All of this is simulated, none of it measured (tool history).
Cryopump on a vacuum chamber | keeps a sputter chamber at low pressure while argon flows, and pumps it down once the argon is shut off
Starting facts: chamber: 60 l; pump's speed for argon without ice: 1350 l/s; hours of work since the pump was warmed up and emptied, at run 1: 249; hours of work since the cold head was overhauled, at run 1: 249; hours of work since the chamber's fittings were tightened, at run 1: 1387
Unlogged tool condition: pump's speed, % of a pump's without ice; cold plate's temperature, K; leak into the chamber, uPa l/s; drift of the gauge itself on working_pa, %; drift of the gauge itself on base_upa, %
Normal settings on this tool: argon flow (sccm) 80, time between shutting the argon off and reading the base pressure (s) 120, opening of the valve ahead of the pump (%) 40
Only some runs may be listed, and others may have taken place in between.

run     day  argon flow (sccm)  time between shutting the argon off and reading the base pressure (s)  opening of the valve ahead of the pump (%)  hours of work since the pump was warmed up and emptied  hours of work since the cold head was overhauled  hours of work since the chamber's fittings were tightened  pressure while argon flows (Pa)  pressure after the wait (uPa)
  1       0                 80                                                                    120                                          40                                                     249                                               249                                                       1387                           0.2712                           1.43
  2   1.808                 80                                                                    120                                          40                                                     284                                               284                                                       1421                           0.2735                           1.49
  3   4.692                 80                                                                    120                                          40                                                     339                                               339                                                       1476                           0.2796                           1.52
  4   5.971                 80                                                                    120                                          40                                                     364                                               364                                                       1501                           0.2811                           1.56
  5   8.892                 80                                                                     23                                          40                                                     420                                               420                                                       1557                           0.2904                           4.42
       11.8  -- pump warmed up, emptied and cooled again
  6  11.967                 80                                                                    120                                          40                                                       3                                               475                                                       1612                           0.2551                           1.37
  7  13.929                 80                                                                    120                                          40                                                      41                                               512                                                       1649                           0.2543                           1.44
  8  15.621                 80                                                                    120                                          40                                                      73                                               545                                                       1682                           0.2567                           1.43
  9  18.517                 80                                                                    120                                          40                                                     129                                               600                                                       1737                           0.2627                           1.48
 10  21.271                 80                                                                    120                                          40                                                     181                                               653                                                       1790                            0.265                           1.52
 11  23.496                 80                                                                    120                                          40                                                     224                                               696                                                       1833                           0.2698                           1.57
 12   25.05                 80                                                                    120                                          40                                                     254                                               725                                                       1863                            0.273                           1.59
 13  27.183                 80                                                                    120                                          40                                                     295                                               766                                                       1903                           0.2778                            1.7
 14  28.875                 80                                                                    120                                          40                                                     327                                               799                                                       1936                           0.2816                           1.69
 15  31.608                 56                                                                    120                                          40                                                     380                                               851                                                       1988                           0.2025                           1.82
 16  33.792                 56                                                                    120                                          56                                                     421                                               893                                                       2030                           0.1553                           1.85
 17  35.592                 56                                                                    120                                          56                                                     456                                               927                                                       2065                             0.16                           1.92
      36.65  -- pump warmed up, emptied and cooled again
 18  37.788                 81                                                                    120                                          40                                                      22                                               965                                                       2103                           0.2572                           1.52
 19  40.429                 81                                                                    120                                          40                                                      72                                              1016                                                       2153                            0.262                           1.55
 20  43.454                 43                                                                     77                                          38                                                     130                                              1074                                                       2211                           0.1475                           1.96
 21  45.538                147                                                                    183                                          34                                                     170                                              1114                                                       2251                           0.5738                           1.49
 22  46.788                 35                                                                    183                                          34                                                     194                                              1138                                                       2275                           0.1356                           1.48
 23    49.6                 35                                                                     54                                          16                                                     248                                              1192                                                       2329                           0.2835                           2.63
 24  51.029                 33                                                                    100                                          22                                                     276                                              1219                                                       2356                            0.199                           2.02
 25  53.633                 33                                                                    108                                          22                                                     325                                              1269                                                       2406                            0.202                           2.05
 26  54.975                 36                                                                     28                                          21                                                     351                                              1295                                                       2432                           0.2312                           4.08
 27  57.146                 45                                                                    288                                          40                                                     393                                              1336                                                       2474                           0.1629                           1.65
 28  59.833                 45                                                                    288                                          40                                                     444                                              1388                                                       2525                           0.1692                            1.7
     61.367  -- pump warmed up, emptied and cooled again
 29  61.904                 44                                                                    120                                          40                                                      10                                              1423                                                       2561                           0.1389                           1.62
 30  64.033                 80                                                                    169                                          19                                                      51                                              1464                                                       2602                           0.5368                           1.44
 31  66.296                 44                                                                    169                                          45                                                      94                                              1508                                                       2645                           0.1266                           1.57
 32  69.004                 46                                                                     23                                          40                                                     146                                              1560                                                       2697                           0.1513                           4.63
 33  70.842                 46                                                                     25                                          40                                                     182                                              1595                                                       2732                           0.1557                           4.31
 34  72.892                 46                                                                     25                                          40                                                     221                                              1634                                                       2771                           0.1564                           4.52

Here are 3 independent what-if runs from the current tool condition. What would each one return?
  A  74.383                127                                                                     27                                          22                                                     249                                              1663                                                       2800                                ?                              ?
  B  74.383                 80                                                                    120                                          37                                                     249                                              1663                                                       2800                                ?                              ?
  C  74.383                118                                                                    257                                          40                                                     249                                              1663                                                       2800                                ?                              ?

run  pressure while argon flows (Pa)  pressure after the wait (uPa)
  A                           0.7613                           4.24
  B                           0.2975                           1.96
  C                           0.4066                           1.56
Had the tool no hidden state, the same runs would have come out as:
run  pressure while argon flows (Pa)  pressure after the wait (uPa)
  A                           0.7214                            3.2
  B                           0.2723                           0.91
  C                           0.3696                           0.52

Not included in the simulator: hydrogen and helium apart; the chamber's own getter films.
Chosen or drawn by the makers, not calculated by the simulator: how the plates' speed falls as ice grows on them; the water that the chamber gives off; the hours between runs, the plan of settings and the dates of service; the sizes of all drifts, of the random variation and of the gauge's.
